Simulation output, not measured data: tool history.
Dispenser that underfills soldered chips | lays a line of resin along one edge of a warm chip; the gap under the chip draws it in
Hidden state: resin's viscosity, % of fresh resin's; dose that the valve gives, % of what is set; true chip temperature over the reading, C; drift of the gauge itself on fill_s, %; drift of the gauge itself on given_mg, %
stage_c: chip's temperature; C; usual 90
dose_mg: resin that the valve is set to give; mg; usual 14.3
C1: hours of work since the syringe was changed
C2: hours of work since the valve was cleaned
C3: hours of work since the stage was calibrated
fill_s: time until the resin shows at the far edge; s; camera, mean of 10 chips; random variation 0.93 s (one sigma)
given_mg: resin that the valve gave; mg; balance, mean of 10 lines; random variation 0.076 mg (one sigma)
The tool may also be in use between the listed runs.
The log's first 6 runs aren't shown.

{"day": 1.104, "done": "new syringe of resin"}
{"run": 7, "day": 1.279, "stage_c": 90, "dose_mg": 14.3, "C1": 3, "C2": 121, "C3": 166, "fill_s": 100.4, "given_mg": 13.08}
{"run": 8, "day": 1.471, "stage_c": 90, "dose_mg": 17.5, "C1": 5, "C2": 124, "C3": 169, "fill_s": 112.0, "given_mg": 16.25}
{"run": 9, "day": 1.662, "stage_c": 90, "dose_mg": 17.5, "C1": 8, "C2": 126, "C3": 171, "fill_s": 128.3, "given_mg": 16.18}
{"day": 1.712, "done": "new syringe of resin"}
{"run": 10, "day": 1.808, "stage_c": 90, "dose_mg": 14.3, "C1": 1, "C2": 128, "C3": 173, "fill_s": 94.8, "given_mg": 13.14}
{"run": 11, "day": 2.058, "stage_c": 90, "dose_mg": 15.5, "C1": 5, "C2": 132, "C3": 177, "fill_s": 110.3, "given_mg": 14.19}
{"run": 12, "day": 2.254, "stage_c": 90, "dose_mg": 15.5, "C1": 8, "C2": 135, "C3": 180, "fill_s": 132.0, "given_mg": 14.19}
{"day": 2.329, "done": "new syringe of resin"}
{"run": 13, "day": 2.417, "stage_c": 90, "dose_mg": 15.5, "C1": 1, "C2": 137, "C3": 182, "fill_s": 96.2, "given_mg": 14.08}
{"run": 14, "day": 2.667, "stage_c": 90, "dose_mg": 15.5, "C1": 5, "C2": 140, "C3": 186, "fill_s": 113.4, "given_mg": 14.21}
{"day": 2.942, "done": "new syringe of resin"}
{"run": 15, "day": 2.942, "stage_c": 90, "dose_mg": 14.3, "C1": 0, "C2": 144, "C3": 189, "fill_s": 91.1, "given_mg": 13.01}
{"run": 16, "day": 3.146, "stage_c": 90, "dose_mg": 14.3, "C1": 3, "C2": 147, "C3": 192, "fill_s": 102.7, "given_mg": 12.87}
{"day": 3.342, "done": "dispensing valve cleaned and set on the balance"}
{"run": 17, "day": 3.383, "stage_c": 90, "dose_mg": 14.3, "C1": 6, "C2": 1, "C3": 195, "fill_s": 116.3, "given_mg": 14.28}
{"day": 3.596, "done": "new syringe of resin"}
{"run": 18, "day": 3.596, "stage_c": 90, "dose_mg": 14.3, "C1": 0, "C2": 4, "C3": 198, "fill_s": 88.6, "given_mg": 14.24}
{"run": 19, "day": 3.738, "stage_c": 88, "dose_mg": 14.3, "C1": 2, "C2": 6, "C3": 200, "fill_s": 106.4, "given_mg": 14.26}
{"run": 20, "day": 4.025, "stage_c": 88, "dose_mg": 14.3, "C1": 6, "C2": 10, "C3": 204, "fill_s": 129.0, "given_mg": 14.29}

The next listed run, before its measurement:
{"run": 21, "day": 4.171, "stage_c": 88, "dose_mg": 14.3, "C1": 8, "C2": 12, "C3": 206, "fill_s": "?", "given_mg": "?"}

fill_s: 142.8 s
given_mg: 14.32 mg
Without the tool's hidden state the same run would have given fill_s 96.2 s, given_mg 14.40 mg.
